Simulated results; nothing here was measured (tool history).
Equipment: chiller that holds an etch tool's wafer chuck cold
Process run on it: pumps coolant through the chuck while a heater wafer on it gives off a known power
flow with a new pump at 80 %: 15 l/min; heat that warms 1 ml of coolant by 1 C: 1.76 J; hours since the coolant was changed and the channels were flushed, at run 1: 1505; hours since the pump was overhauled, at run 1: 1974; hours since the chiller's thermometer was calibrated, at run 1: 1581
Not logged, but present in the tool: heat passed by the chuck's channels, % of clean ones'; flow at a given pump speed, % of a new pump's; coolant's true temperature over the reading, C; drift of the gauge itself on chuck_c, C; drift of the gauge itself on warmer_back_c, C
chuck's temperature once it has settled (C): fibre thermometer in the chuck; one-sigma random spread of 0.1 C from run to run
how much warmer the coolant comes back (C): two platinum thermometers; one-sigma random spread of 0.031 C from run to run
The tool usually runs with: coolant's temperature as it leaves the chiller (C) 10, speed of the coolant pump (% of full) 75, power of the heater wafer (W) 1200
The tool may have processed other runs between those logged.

run,hour,coolant's temperature as it leaves the chiller (C),speed of the coolant pump (% of full),power of the heater wafer (W),hours since the coolant was changed and the channels were flushed,hours since the pump was overhauled,hours since the chiller's thermometer was calibrated,chuck's temperature once it has settled (C),how much warmer the coolant comes back (C)
1,0,10,75,1200,1505,1974,1581,24.2,3.08
2,66.6,10,75,1200,1571,2041,1647,24.4,3.05
3,128.8,10,75,1200,1633,2103,1709,24.4,3.13
4,182,10,72,1200,1687,2156,1763,24.6,3.21
5,218.4,10,75,1200,1723,2193,1799,24.5,3.08
6,249.7,10,75,1200,1754,2224,1830,24.6,3.08

What does the tool deliver on the next run?
7,283.5,10,75,1200,1788,2258,1864,?,?

Run 7 measured chuck's temperature once it has settled (C) 24.6, how much warmer the coolant comes back (C) 3.08.
The same run, on a tool lacking any hidden state, would have yielded chuck's temperature once it has settled (C) 22.9, how much warmer the coolant comes back (C) 2.9.
